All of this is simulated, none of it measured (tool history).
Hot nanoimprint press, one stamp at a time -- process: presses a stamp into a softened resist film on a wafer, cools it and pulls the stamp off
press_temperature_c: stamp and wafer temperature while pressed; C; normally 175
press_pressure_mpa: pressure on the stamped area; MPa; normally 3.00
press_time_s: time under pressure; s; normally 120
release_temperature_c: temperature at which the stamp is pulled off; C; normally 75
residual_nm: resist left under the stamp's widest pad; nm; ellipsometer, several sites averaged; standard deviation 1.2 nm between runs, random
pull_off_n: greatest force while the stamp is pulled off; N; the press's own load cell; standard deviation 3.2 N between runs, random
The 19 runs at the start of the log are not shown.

run	hour	press_temperature_c	press_pressure_mpa	press_time_s	release_temperature_c	hours of work since the thermocouple was calibrated	imprints on the stamp's release coat	hours of work since the press's seals were changed	residual_nm	pull_off_n
# hour 502.1: press's hydraulic seals changed and the load cell set to zero
20	513.9	177	3.07	165	70	44	514	8	144.0	195
21	536.0	177	3.65	165	70	59	579	22	128.3	198
22	561.0	177	3.65	210	70	75	651	38	118.2	187
23	594.1	166	2.30	109	65	97	748	60	265.6	233
# hour 607.4: plate thermocouple calibrated, once more
24	628.2	169	3.40	120	68	14	839	80	200.8	223
25	647.8	169	3.40	120	68	26	896	93	201.2	225
26	679.1	169	3.21	201	78	47	987	114	175.7	180
27	706.9	173	2.59	81	65	65	1068	132	237.1	259
28	726.6	172	3.15	196	69	78	1125	145	164.0	237
29	762.5	172	3.15	196	69	101	1230	168	161.3	227
30	785.6	172	3.15	196	69	116	1297	183	160.6	233
31	808.7	172	3.12	196	69	131	1365	198	162.4	244

3 ways to go on from here, each from the tool as it stands after run 31. What would each give?
A	826.5	185	3.00	195	79	143	1416	210	?	?
B	826.5	175	3.00	72	71	143	1416	210	?	?
C	826.5	169	2.68	69	75	143	1416	210	?	?

run	residual_nm	pull_off_n
A	113.8	190
B	215.5	223
C	269.7	209
Without the tool's unlogged condition, the same runs would have read:
run	residual_nm	pull_off_n
A	114.4	141
B	216.8	165
C	271.5	154
